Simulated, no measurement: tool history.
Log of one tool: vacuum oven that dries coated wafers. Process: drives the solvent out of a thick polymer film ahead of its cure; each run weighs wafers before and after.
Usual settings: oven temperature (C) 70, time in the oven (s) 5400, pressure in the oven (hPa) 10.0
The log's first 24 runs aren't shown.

| run | hour | oven temperature (C) | time in the oven (s) | pressure in the oven (hPa) | solvent left in the film (%) |
|---|---|---|---|---|---|
| 25 | 1776.3 | 69 | 5460 | 6.2 | 1.91 |
| 26 | 1878.6 | 56 | 6720 | 33.2 | 9.92 |
| 27 | 1947.1 | 70 | 4440 | 13.1 | 2.94 |
| 28 | 2041.6 | 77 | 5400 | 31.9 | 3.17 |
| 29 | 2112.2 | 77 | 4740 | 21.0 | 2.22 |
| 30 | 2162.6 | 77 | 4740 | 21.0 | 2.29 |
| 31 | 2241.1 | 63 | 5400 | 10.0 | 4.39 |
| 32 | 2296.3 | 63 | 5400 | 10.0 | 4.55 |
| 33 | 2357.7 | 71 | 4020 | 32.9 | 5.17 |
|  | 2368.2 | vacuum gauge cleaned of residue and calibrated |
| 34 | 2460.8 | 71 | 4020 | 32.9 | 5.52 |
| 35 | 2512.5 | 82 | 2880 | 10.0 | 1.31 |
| 36 | 2575.1 | 70 | 2760 | 11.9 | 4.86 |
| 37 | 2685.4 | 60 | 3120 | 10.6 | 8.11 |
| 38 | 2793.0 | 60 | 3120 | 22.1 | 9.38 |
| 39 | 2894.2 | 60 | 3120 | 22.1 | 9.52 |
|  | 2971.8 | vacuum gauge cleaned of residue and calibrated, once more |
| 40 | 2971.8 | 60 | 3120 | 22.1 | 8.97 |
| 41 | 3030.9 | 61 | 4080 | 7.3 | 5.96 |
| 42 | 3123.9 | 70 | 3360 | 17.0 | 4.45 |
| 43 | 3189.7 | 70 | 3360 | 17.0 | 4.58 |
| 44 | 3278.6 | 71 | 5400 | 10.3 | 2.12 |
| 45 | 3323.8 | 70 | 5400 | 22.7 | 3.89 |
| 46 | 3418.8 | 64 | 4500 | 12.3 | 5.36 |
| 47 | 3498.5 | 64 | 4500 | 12.3 | 5.30 |
|  | 3573.9 | oven's thermocouples calibrated |
| 48 | 3600.2 | 64 | 4500 | 12.3 | 4.17 |

3 ways to go on from here, each from the tool as it stands after run 48. What would each give?
| A | 3685.5 | 64 | 4560 | 20.9 | ? |
| B | 3685.5 | 74 | 4320 | 18.5 | ? |
| C | 3685.5 | 83 | 4500 | 12.3 | ? |

| run | solvent left in the film (%) |
|---|---|
| A | 5.04 |
| B | 2.13 |
| C | 0.78 |
Without the tool's hidden state the same runs would have given:
| run | solvent left in the film (%) |
|---|---|
| A | 5.09 |
| B | 2.13 |
| C | 0.75 |
